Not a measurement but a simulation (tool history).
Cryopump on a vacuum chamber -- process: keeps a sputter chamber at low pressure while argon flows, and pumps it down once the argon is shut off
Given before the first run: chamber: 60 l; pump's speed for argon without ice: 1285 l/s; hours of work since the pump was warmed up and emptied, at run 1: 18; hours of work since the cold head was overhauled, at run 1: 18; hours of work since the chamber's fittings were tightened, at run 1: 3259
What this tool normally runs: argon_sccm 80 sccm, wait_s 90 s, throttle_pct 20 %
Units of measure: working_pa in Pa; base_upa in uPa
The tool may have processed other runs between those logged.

run	hour	argon_sccm	wait_s	throttle_pct	hours of work since the pump was warmed up and emptied	hours of work since the cold head was overhauled	hours of work since the chamber's fittings were tightened	working_pa	base_upa
1	0.0	80	90	20	18	18	3259	0.5288	1.79
2	29.8	80	100	20	44	44	3285	0.5306	1.67
3	58.4	80	100	20	69	69	3310	0.5325	1.61
4	84.9	80	90	20	92	92	3333	0.5360	1.85
5	108.7	80	90	20	113	113	3354	0.5352	1.80
6	136.2	80	90	20	137	137	3378	0.5344	1.84
7	165.9	80	90	20	163	163	3404	0.5399	1.89
8	191.0	80	90	20	185	185	3426	0.5381	1.84
9	218.9	80	90	20	210	210	3451	0.5428	1.92
10	243.0	80	90	20	231	231	3472	0.5449	1.96
11	267.2	80	20	20	252	252	3493	0.5442	5.49
12	280.5	57	20	56	264	264	3505	0.1489	5.50
13	308.8	80	53	43	289	289	3529	0.2677	2.65
14	329.5	80	53	43	307	307	3548	0.2721	2.64
15	348.9	80	53	43	324	324	3565	0.2737	2.74
16	373.3	80	28	27	345	345	3586	0.4197	4.25
17	399.6	138	74	27	368	368	3609	0.7206	2.23
18	418.6	32	74	52	385	385	3626	0.0940	2.27
# hour 440.9: pump warmed up, emptied and cooled again
19	452.8	32	101	17	10	410	3651	0.2489	1.84

Alternative continuations, all from the tool just after run 19; predict every row:
A	477.2	99	90	19	32	432	3673	?	?
B	477.2	68	101	18	32	432	3673	?	?
C	477.2	121	27	20	32	432	3673	?	?
D	477.2	80	39	44	32	432	3673	?	?
E	477.2	38	90	27	32	432	3673	?	?

run	working_pa	base_upa
A	0.6875	1.79
B	0.4992	1.71
C	0.7997	4.22
D	0.2440	3.15
E	0.1870	1.88
The same runs, with their run-to-run variation unchanged, on a tool lacking any hidden condition would have given:
run	working_pa	base_upa
A	0.6829	1.21
B	0.4961	1.13
C	0.7941	3.63
D	0.2403	2.56
E	0.1853	1.29

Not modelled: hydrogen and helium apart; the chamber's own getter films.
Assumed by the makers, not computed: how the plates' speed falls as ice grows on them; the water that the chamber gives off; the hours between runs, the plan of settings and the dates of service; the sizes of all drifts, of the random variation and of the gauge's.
